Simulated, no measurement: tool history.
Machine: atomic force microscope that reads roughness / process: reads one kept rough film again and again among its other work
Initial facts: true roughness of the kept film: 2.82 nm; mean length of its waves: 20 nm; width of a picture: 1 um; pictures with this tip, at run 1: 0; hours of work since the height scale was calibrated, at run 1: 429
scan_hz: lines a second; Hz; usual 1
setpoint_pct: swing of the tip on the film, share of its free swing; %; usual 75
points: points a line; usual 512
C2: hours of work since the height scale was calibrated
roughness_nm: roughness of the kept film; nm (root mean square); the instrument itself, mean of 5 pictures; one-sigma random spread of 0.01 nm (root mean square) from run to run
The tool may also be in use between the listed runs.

run 1 hour=0 | scan_hz=1 setpoint_pct=75 points=512 | pictures_with_this_tip=0 C2=429 | roughness_nm=2.302
run 2 hour=43 | scan_hz=1 setpoint_pct=75 points=512 | pictures_with_this_tip=89 C2=460 | roughness_nm=1.979
run 3 hour=81.4 | scan_hz=1 setpoint_pct=71 points=512 | pictures_with_this_tip=169 C2=488 | roughness_nm=1.78
run 4 hour=112.3 | scan_hz=1 setpoint_pct=73 points=512 | pictures_with_this_tip=233 C2=510 | roughness_nm=1.635
-- hour=125.4 new tip fitted
run 5 hour=177.8 | scan_hz=1 setpoint_pct=75 points=512 | pictures_with_this_tip=108 C2=556 | roughness_nm=1.946
run 6 hour=246 | scan_hz=1 setpoint_pct=75 points=512 | pictures_with_this_tip=250 C2=605 | roughness_nm=1.608
-- hour=250.8 new tip fitted
run 7 hour=307.6 | scan_hz=1.82 setpoint_pct=75 points=512 | pictures_with_this_tip=118 C2=649 | roughness_nm=1.851
run 8 hour=363 | scan_hz=1.82 setpoint_pct=75 points=512 | pictures_with_this_tip=233 C2=688 | roughness_nm=1.6
-- hour=377.2 new tip fitted
run 9 hour=414 | scan_hz=1.82 setpoint_pct=75 points=512 | pictures_with_this_tip=76 C2=724 | roughness_nm=1.993
run 10 hour=483.8 | scan_hz=1 setpoint_pct=75 points=512 | pictures_with_this_tip=221 C2=774 | roughness_nm=1.654
-- hour=504.4 new tip fitted
run 11 hour=553.2 | scan_hz=1 setpoint_pct=75 points=512 | pictures_with_this_tip=101 C2=823 | roughness_nm=1.891
run 12 hour=614.4 | scan_hz=1 setpoint_pct=75 points=512 | pictures_with_this_tip=228 C2=867 | roughness_nm=1.605
-- hour=629.5 new tip fitted
run 13 hour=656.6 | scan_hz=1 setpoint_pct=75 points=512 | pictures_with_this_tip=56 C2=897 | roughness_nm=2.099
run 14 hour=696.1 | scan_hz=1 setpoint_pct=75 points=512 | pictures_with_this_tip=138 C2=925 | roughness_nm=1.873
run 15 hour=741.4 | scan_hz=1 setpoint_pct=75 points=512 | pictures_with_this_tip=232 C2=958 | roughness_nm=1.654
-- hour=755.2 new tip fitted
run 16 hour=772.9 | scan_hz=1.03 setpoint_pct=75 points=512 | pictures_with_this_tip=37 C2=980 | roughness_nm=2.127
run 17 hour=818.2 | scan_hz=1.03 setpoint_pct=75 points=512 | pictures_with_this_tip=131 C2=1012 | roughness_nm=1.859
run 18 hour=848.7 | scan_hz=1 setpoint_pct=75 points=674 | pictures_with_this_tip=194 C2=1034 | roughness_nm=1.738
-- hour=880.7 new tip fitted
run 19 hour=889.3 | scan_hz=1 setpoint_pct=75 points=674 | pictures_with_this_tip=18 C2=1063 | roughness_nm=2.225
run 20 hour=926.4 | scan_hz=1 setpoint_pct=59 points=512 | pictures_with_this_tip=95 C2=1089 | roughness_nm=2.012
run 21 hour=955.5 | scan_hz=0.97 setpoint_pct=75 points=1013 | pictures_with_this_tip=155 C2=1110 | roughness_nm=1.847
-- hour=1007.5 new tip fitted
run 22 hour=1007.5 | scan_hz=0.97 setpoint_pct=74 points=263 | pictures_with_this_tip=0 C2=1147 | roughness_nm=2.246
run 23 hour=1068.5 | scan_hz=0.97 setpoint_pct=74 points=349 | pictures_with_this_tip=126 C2=1190 | roughness_nm=1.884
run 24 hour=1122 | scan_hz=1.48 setpoint_pct=74 points=349 | pictures_with_this_tip=237 C2=1229 | roughness_nm=1.619
-- hour=1133.4 new tip fitted
run 25 hour=1179.1 | scan_hz=1.48 setpoint_pct=74 points=349 | pictures_with_this_tip=95 C2=1269 | roughness_nm=1.938
run 26 hour=1219.1 | scan_hz=1.48 setpoint_pct=74 points=349 | pictures_with_this_tip=178 C2=1298 | roughness_nm=1.723
run 27 hour=1250 | scan_hz=1.22 setpoint_pct=77 points=512 | pictures_with_this_tip=242 C2=1320 | roughness_nm=1.611
-- hour=1259.9 new tip fitted
run 28 hour=1300.6 | scan_hz=1.57 setpoint_pct=75 points=624 | pictures_with_this_tip=84 C2=1356 | roughness_nm=1.969
run 29 hour=1344.5 | scan_hz=1.51 setpoint_pct=73 points=512 | pictures_with_this_tip=175 C2=1387 | roughness_nm=1.718
-- hour=1389.8 new tip fitted
run 30 hour=1406.1 | scan_hz=3.64 setpoint_pct=73 points=678 | pictures_with_this_tip=34 C2=1431 | roughness_nm=2.074
run 31 hour=1474.4 | scan_hz=1.57 setpoint_pct=78 points=512 | pictures_with_this_tip=175 C2=1479 | roughness_nm=1.744
-- hour=1517.8 new tip fitted
run 32 hour=1517.8 | scan_hz=1 setpoint_pct=75 points=301 | pictures_with_this_tip=0 C2=1510 | roughness_nm=2.262
run 33 hour=1572.6 | scan_hz=2.3 setpoint_pct=75 points=749 | pictures_with_this_tip=113 C2=1549 | roughness_nm=1.887
run 34 hour=1639.4 | scan_hz=0.75 setpoint_pct=71 points=284 | pictures_with_this_tip=251 C2=1597 | roughness_nm=1.609
-- hour=1646.3 new tip fitted
run 35 hour=1699.7 | scan_hz=0.75 setpoint_pct=71 points=284 | pictures_with_this_tip=110 C2=1640 | roughness_nm=1.901
run 36 hour=1742 | scan_hz=0.75 setpoint_pct=68 points=654 | pictures_with_this_tip=198 C2=1670 | roughness_nm=1.721
-- hour=1772.8 new tip fitted
run 37 hour=1797.4 | scan_hz=3.67 setpoint_pct=75 points=512 | pictures_with_this_tip=52 C2=1709 | roughness_nm=2.012
run 38 hour=1852 | scan_hz=2.94 setpoint_pct=75 points=607 | pictures_with_this_tip=164 C2=1748 | roughness_nm=1.724
-- hour=1899.4 new tip fitted
run 39 hour=1921 | scan_hz=3.24 setpoint_pct=55 points=695 | pictures_with_this_tip=44 C2=1797 | roughness_nm=2.169

For some of the steps in roughness_nm from one run to the next: how much would appear even if the tool had no hidden state, given the settings, what came in and random variation, and how much remains for the hidden state plus any gauge scatter that the measured result and the result without hidden state don't share?
The hidden state here: radius of the tip, nm; height scale over the true one, %; drift of the gauge itself on roughness_nm, %.
Run 12 -> 13: new tip fitted. roughness_nm +0.494 nm (root mean square): hidden state +0.493, all else +0.001.
Run 18 -> 19: new tip fitted. roughness_nm +0.487 nm (root mean square): hidden state +0.513, all else -0.026.
Run 31 -> 32: scan_hz 1.57 -> 1, setpoint_pct 78 -> 75, points 512 -> 301, new tip fitted. roughness_nm +0.518 nm (root mean square): hidden state +0.52, all else -0.002.
